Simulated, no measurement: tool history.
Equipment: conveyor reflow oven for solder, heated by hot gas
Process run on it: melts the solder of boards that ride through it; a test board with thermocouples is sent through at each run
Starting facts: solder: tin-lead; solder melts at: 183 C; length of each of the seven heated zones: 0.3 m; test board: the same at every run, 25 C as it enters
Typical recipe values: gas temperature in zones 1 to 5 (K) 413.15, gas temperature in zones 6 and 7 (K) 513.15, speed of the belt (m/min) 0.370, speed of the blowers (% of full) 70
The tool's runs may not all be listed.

run	day	gas temperature in zones 1 to 5 (K)	gas temperature in zones 6 and 7 (K)	speed of the belt (m/min)	speed of the blowers (% of full)	highest temperature of the board (K)	time above the solder's melting point (s)
1	0.000	413.15	513.15	0.370	70	496.05	79.5
2	1.175	413.15	513.15	0.370	70	496.05	78.9
3	2.804	413.15	513.15	0.370	70	496.45	78.7
# day 3.162: thermocouples of zones 6 and 7 changed
4	4.812	413.15	513.15	0.370	70	497.25	80.1
5	6.467	426.15	513.15	0.370	70	498.95	87.6
6	8.375	413.15	513.15	0.370	70	496.75	79.5
7	9.596	413.15	511.15	0.370	70	494.05	77.8
8	11.158	413.15	513.15	0.339	70	498.35	88.9
9	13.067	413.15	513.15	0.370	70	495.55	78.3
10	14.321	413.15	513.15	0.346	70	497.65	86.3
11	15.662	413.15	513.15	0.370	66	494.05	77.7
12	16.625	413.15	513.15	0.370	66	494.55	77.5
# day 17.921: flux residue cleaned out of gas plates and filters
13	17.921	413.15	513.15	0.364	66	497.55	82.1
14	19.188	413.15	513.15	0.364	66	496.95	81.8
15	20.033	413.15	513.15	0.364	66	496.65	81.2
16	21.196	413.15	513.15	0.364	66	496.85	80.5
17	22.721	413.15	513.15	0.364	66	496.65	80.3
18	24.321	405.15	513.15	0.326	70	499.85	90.0
19	25.688	400.15	505.15	0.363	65	486.85	66.5
20	26.671	400.15	505.15	0.342	65	488.45	73.1
21	27.996	406.15	513.15	0.370	70	494.35	75.5
22	29.004	406.15	513.15	0.370	70	494.05	75.7
23	30.771	415.15	526.15	0.370	70	507.45	88.4
24	31.808	415.15	526.15	0.370	70	507.55	88.7
25	32.779	415.15	526.15	0.370	70	506.35	88.6
26	33.742	426.15	502.15	0.315	60	490.15	96.6

Branching from run 26: 5 alternative next runs. What would each branch give?
A	34.733	413.15	503.15	0.370	89	?	?
B	34.733	426.15	516.15	0.342	59	?	?
C	34.733	413.15	522.15	0.370	76	?	?
D	34.733	413.15	505.15	0.370	83	?	?
E	34.733	419.15	527.15	0.370	70	?	?

run	highest temperature of the board (K)	time above the solder's melting point (s)
A	489.35	75.2
B	499.95	96.8
C	504.25	85.6
D	490.45	75.2
E	507.95	91.0
Without the tool's hidden state the same runs would have given:
run	highest temperature of the board (K)	time above the solder's melting point (s)
A	491.85	76.9
B	502.05	97.1
C	506.95	86.3
D	492.95	76.8
E	510.55	91.2
